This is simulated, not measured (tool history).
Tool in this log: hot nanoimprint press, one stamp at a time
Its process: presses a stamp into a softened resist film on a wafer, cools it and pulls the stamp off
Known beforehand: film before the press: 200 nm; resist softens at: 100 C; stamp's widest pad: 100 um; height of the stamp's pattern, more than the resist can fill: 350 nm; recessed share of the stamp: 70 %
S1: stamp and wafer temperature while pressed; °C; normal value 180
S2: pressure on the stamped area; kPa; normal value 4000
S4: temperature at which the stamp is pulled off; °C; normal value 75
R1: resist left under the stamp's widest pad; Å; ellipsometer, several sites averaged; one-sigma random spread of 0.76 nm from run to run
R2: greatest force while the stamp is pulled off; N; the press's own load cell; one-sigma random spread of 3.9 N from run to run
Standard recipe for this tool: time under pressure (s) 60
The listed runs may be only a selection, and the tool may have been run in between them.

run 1 hour=0 | S1=180 S2=4000 time_under_pressure_(s)=60 S4=75 | R1=979 R2=192
run 2 hour=10.3 | S1=180 S2=4000 time_under_pressure_(s)=60 S4=75 | R1=986 R2=191
run 3 hour=16.5 | S1=180 S2=4000 time_under_pressure_(s)=60 S4=75 | R1=973 R2=194
-- hour=25.1 stamp cleaned and given a new release coat
run 4 hour=28.8 | S1=180 S2=4060 time_under_pressure_(s)=60 S4=75 | R1=969 R2=193
run 5 hour=33.2 | S1=180 S2=4060 time_under_pressure_(s)=60 S4=75 | R1=972 R2=192
run 6 hour=39.4 | S1=180 S2=4000 time_under_pressure_(s)=60 S4=75 | R1=993 R2=196
run 7 hour=45.1 | S1=180 S2=4000 time_under_pressure_(s)=60 S4=75 | R1=996 R2=193
run 8 hour=53.4 | S1=180 S2=4000 time_under_pressure_(s)=93 S4=75 | R1=849 R2=184
-- hour=59.8 plate thermocouple calibrated
run 9 hour=64.2 | S1=180 S2=4000 time_under_pressure_(s)=60 S4=75 | R1=986 R2=190
run 10 hour=68.4 | S1=170 S2=4000 time_under_pressure_(s)=60 S4=75 | R1=1433 R2=185
run 11 hour=75.5 | S1=175 S2=4000 time_under_pressure_(s)=60 S4=75 | R1=1197 R2=188
run 12 hour=83.2 | S1=180 S2=4000 time_under_pressure_(s)=60 S4=75 | R1=983 R2=199
run 13 hour=89.9 | S1=180 S2=4000 time_under_pressure_(s)=60 S4=75 | R1=986 R2=195
run 14 hour=94.7 | S1=180 S2=4000 time_under_pressure_(s)=60 S4=75 | R1=980 R2=192
run 15 hour=101 | S1=180 S2=4000 time_under_pressure_(s)=60 S4=75 | R1=976 R2=187
run 16 hour=106.6 | S1=180 S2=4000 time_under_pressure_(s)=60 S4=75 | R1=990 R2=196
run 17 hour=115.9 | S1=177 S2=3190 time_under_pressure_(s)=78 S4=69 | R1=1146 R2=222
run 18 hour=120.7 | S1=178 S2=4750 time_under_pressure_(s)=35 S4=77 | R1=1151 R2=181
run 19 hour=129.7 | S1=189 S2=4000 time_under_pressure_(s)=58 S4=64 | R1=702 R2=249
run 20 hour=135 | S1=172 S2=5970 time_under_pressure_(s)=36 S4=78 | R1=1292 R2=177
run 21 hour=141.8 | S1=172 S2=5970 time_under_pressure_(s)=36 S4=78 | R1=1298 R2=174
run 22 hour=148.8 | S1=184 S2=4000 time_under_pressure_(s)=60 S4=75 | R1=849 R2=198
run 23 hour=153.5 | S1=178 S2=4000 time_under_pressure_(s)=60 S4=75 | R1=1073 R2=194
run 24 hour=159.2 | S1=174 S2=4000 time_under_pressure_(s)=119 S4=75 | R1=1009 R2=191
run 25 hour=166.4 | S1=186 S2=3800 time_under_pressure_(s)=42 S4=71 | R1=898 R2=208
run 26 hour=176.1 | S1=174 S2=2950 time_under_pressure_(s)=107 S4=75 | R1=1208 R2=195
run 27 hour=180.9 | S1=175 S2=3420 time_under_pressure_(s)=33 S4=79 | R1=1462 R2=167
run 28 hour=190.4 | S1=180 S2=2580 time_under_pressure_(s)=34 S4=75 | R1=1411 R2=197
run 29 hour=195.4 | S1=180 S2=3390 time_under_pressure_(s)=34 S4=75 | R1=1262 R2=193

Below are 3 alternative next runs, each starting from the tool's condition after run 29. Predict each:
run A hour=205.5 | S1=180 S2=2800 time_under_pressure_(s)=60 S4=75 | R1=? R2=?
run B hour=205.5 | S1=183 S2=2580 time_under_pressure_(s)=60 S4=75 | R1=? R2=?
run C hour=205.5 | S1=181 S2=3230 time_under_pressure_(s)=34 S4=75 | R1=? R2=?

run=A R1=1160 R2=194
run=B R1=1100 R2=199
run=C R1=1228 R2=197
Without the tool's unlogged condition, the same runs would have read:
run=A R1=1160 R2=193
run=B R1=1100 R2=197
run=C R1=1228 R2=196
